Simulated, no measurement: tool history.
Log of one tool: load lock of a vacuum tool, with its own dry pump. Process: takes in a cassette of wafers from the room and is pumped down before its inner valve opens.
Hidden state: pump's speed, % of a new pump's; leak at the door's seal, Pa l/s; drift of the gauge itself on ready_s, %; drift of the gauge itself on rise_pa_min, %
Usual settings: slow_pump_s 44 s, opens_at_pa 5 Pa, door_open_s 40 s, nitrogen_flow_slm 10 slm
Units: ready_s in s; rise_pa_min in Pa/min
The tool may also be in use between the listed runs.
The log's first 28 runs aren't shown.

run,day,slow_pump_s,opens_at_pa,door_open_s,nitrogen_flow_slm,hours that the pump has run since its overhaul,times that the door has closed on its seal,"incoming humidity of the room's air, %",ready_s,rise_pa_min
29,248.604,52,5,236,27,3935,44382,48.6,80.5,0.058
30,256.475,44,5,40,10,4124,44855,46.6,74.6,0.047
31,265.642,44,4,99,11,4344,45405,48.2,75.6,0.064
32,279.029,44,5,40,10,4665,46209,44.9,75.1,0.047
# day 281.25: door's seal changed, seat wiped
33,287.35,44,5,40,10,4864,366,45.8,73.5,0.047
34,299.929,39,5,183,5,5165,1121,43.7,70.2,0.087
35,307.971,44,5,32,17,5358,1604,42.5,74.6,0.03
36,320.433,62,7,40,20,5658,2352,44.2,86.7,0.036
37,327.892,26,5,40,7,5837,2800,47.1,60.8,0.05
38,334.804,26,5,40,7,6002,3215,42.9,59.4,0.054

Forecast each of these 3 alternatives for the next run:
A,345.929,26,9,40,33,6270,3883,42,?,?
B,345.929,44,10,40,10,6270,3883,47.2,?,?
C,345.929,44,5,40,9,6270,3883,44.2,?,?

run,ready_s,rise_pa_min
A,58.1,0.028
B,71.3,0.047
C,74.7,0.045
Without the tool's hidden state the same runs would have given:
run,ready_s,rise_pa_min
A,58.1,0.028
B,71.3,0.047
C,74.7,0.045
